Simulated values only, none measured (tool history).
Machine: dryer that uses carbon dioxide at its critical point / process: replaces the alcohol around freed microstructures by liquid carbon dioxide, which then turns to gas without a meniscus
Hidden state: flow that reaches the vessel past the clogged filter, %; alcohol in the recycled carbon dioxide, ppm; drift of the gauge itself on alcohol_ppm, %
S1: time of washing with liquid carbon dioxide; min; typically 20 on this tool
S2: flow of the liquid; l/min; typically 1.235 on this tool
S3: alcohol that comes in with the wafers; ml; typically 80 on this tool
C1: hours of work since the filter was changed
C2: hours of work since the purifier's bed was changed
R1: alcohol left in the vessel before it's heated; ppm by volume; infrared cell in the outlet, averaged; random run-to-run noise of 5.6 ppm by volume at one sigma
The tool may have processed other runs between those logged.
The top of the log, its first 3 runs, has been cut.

run   hour  S1     S2   S3   C1   C2   R1
  4   69.2  20  1.235   54  181  130  227
  5   92.6  20   1.22   54  192  141  247
  6  128.3  20   1.22   54  208  157  250
  7  164.1  20   1.22   22  225  174  144
  8  193.5  20   1.27   80  239  187  323
  9  208.8  20   1.27   80  246  194  346
     212.8  -- inlet filter changed
 10  243.2  20  1.235  104   14  210  299
 11  267.2  20  1.235  104   25  221  305
 12  292.8  20  1.235  104   37  232  315
 13    315  20  1.235  104   47  243  318
 14  330.4  20  1.235  104   54  250  332
 15  363.8  20  1.235  104   70  265  348
 16  400.3  20  1.235   80   87  282  302
 17    419  20  1.235   80   95  291  302
 18  440.6  20  1.235   80  105  301  322
 19  462.3  20  1.235   80  115  311  320
 20  481.9  20  1.235   80  124  320  329
 21  506.1  20  1.235   80  135  331  342
 22  529.3  20  1.235   21  146  342  170
 23  546.4  20  1.235   21  154  349  179
 24  580.5  20  1.235   21  170  365  196
 25    614  20  1.235   21  185  381  179
 26  638.1  20  1.235   21  196  392  192

For run 27, what comes out?
 27  674.6  20  0.96  53  213  409   ?

For run 27 the tool returned R1 604 ppm by volume.
Take away the tool's hidden state, keep the run-to-run variation as it was, and the same run would have given R1 315 ppm by volume.
